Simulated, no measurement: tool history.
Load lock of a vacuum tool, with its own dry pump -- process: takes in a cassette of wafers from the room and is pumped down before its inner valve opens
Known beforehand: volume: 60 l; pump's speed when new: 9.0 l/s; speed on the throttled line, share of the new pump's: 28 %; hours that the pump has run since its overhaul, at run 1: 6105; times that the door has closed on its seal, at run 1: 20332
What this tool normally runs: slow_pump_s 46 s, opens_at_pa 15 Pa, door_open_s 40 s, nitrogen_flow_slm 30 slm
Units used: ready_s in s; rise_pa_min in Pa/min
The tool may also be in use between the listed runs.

run      day  slow_pump_s  opens_at_pa  door_open_s  nitrogen_flow_slm  hours that the pump has run since its overhaul  times that the door has closed on its seal  incoming humidity of the room's air, %  ready_s  rise_pa_min
  1    0.000           46           15           40                 30                                            6105                                       20332                                    43.8     92.9        0.025
  2    8.342           46           11           40                 30                                            6305                                       20754                                    44.8     93.1        0.031
  3   12.975           46           11           40                 30                                            6416                                       20987                                    47.1     93.8        0.025
  4   17.654           46           15          231                 30                                            6529                                       21224                                    45.0     91.1        0.086
  5   22.133           46           15          231                 30                                            6636                                       21449                                    45.4     92.5        0.088
  6   29.196           46           15          231                 30                                            6806                                       21806                                    44.4     91.9        0.092
  7   36.858           88           15           40                 30                                            6989                                       22193                                    44.7    122.1        0.026
  8   42.500           88           15           40                 30                                            7125                                       22477                                    43.4    121.7        0.031
  9   50.617           88           15           40                 30                                            7320                                       22887                                    44.6    121.5        0.028
 10   57.221           88           15           40                 30                                            7478                                       23220                                    44.0    122.4        0.032
 11   65.325           88           15           40                 30                                            7673                                       23630                                    45.7    121.7        0.026
 12   74.433           88           15           40                 30                                            7891                                       24089                                    44.2    121.2        0.023
 13   81.175           88           15           40                 30                                            8053                                       24429                                    44.8    121.4        0.029
 14   90.083           62           15           40                 19                                            8267                                       24879                                    46.6    103.1        0.030
 15   99.225           38           15          105                 19                                            8486                                       25340                                    43.8     86.3        0.060
 16  104.304           38           22           35                 19                                            8608                                       25597                                    42.3     83.7        0.032
 17  109.167           24           15           40                 30                                            8725                                       25842                                    46.0     76.1        0.030
 18  118.512           72           15           40                 30                                            8949                                       26314                                    44.5    111.4        0.028
 19  122.833           65           15           40                 30                                            9053                                       26532                                    44.2    107.1        0.030
 20  128.712           65           15           40                 30                                            9194                                       26829                                    45.7    106.1        0.028
 21  134.979           65           15           40                 30                                            9344                                       27145                                    44.1    106.5        0.029
 22  143.192           65           15           40                 30                                            9541                                       27559                                    46.8    105.9        0.027

5 ways to go on from here, each from the tool as it stands after run 22. What would each give?
  A  148.238           65           19           40                 30                                            9663                                       27814                                    46.7        ?            ?
  B  148.238           90           11           40                 34                                            9663                                       27814                                    44.1        ?            ?
  C  148.238           65           14          211                 30                                            9663                                       27814                                    47.4        ?            ?
  D  148.238           65           15           55                 30                                            9663                                       27814                                    44.2        ?            ?
  E  148.238           65           15          139                 19                                            9663                                       27814                                    45.1        ?            ?

run  ready_s  rise_pa_min
  A    105.5        0.023
  B    125.5        0.029
  C    105.1        0.088
  D    107.3        0.031
  E    105.6        0.077
Take away the tool's hidden state, keep each run's random variation, and the runs would have read:
run  ready_s  rise_pa_min
  A    105.5        0.021
  B    125.5        0.027
  C    105.0        0.086
  D    107.3        0.029
  E    105.5        0.075

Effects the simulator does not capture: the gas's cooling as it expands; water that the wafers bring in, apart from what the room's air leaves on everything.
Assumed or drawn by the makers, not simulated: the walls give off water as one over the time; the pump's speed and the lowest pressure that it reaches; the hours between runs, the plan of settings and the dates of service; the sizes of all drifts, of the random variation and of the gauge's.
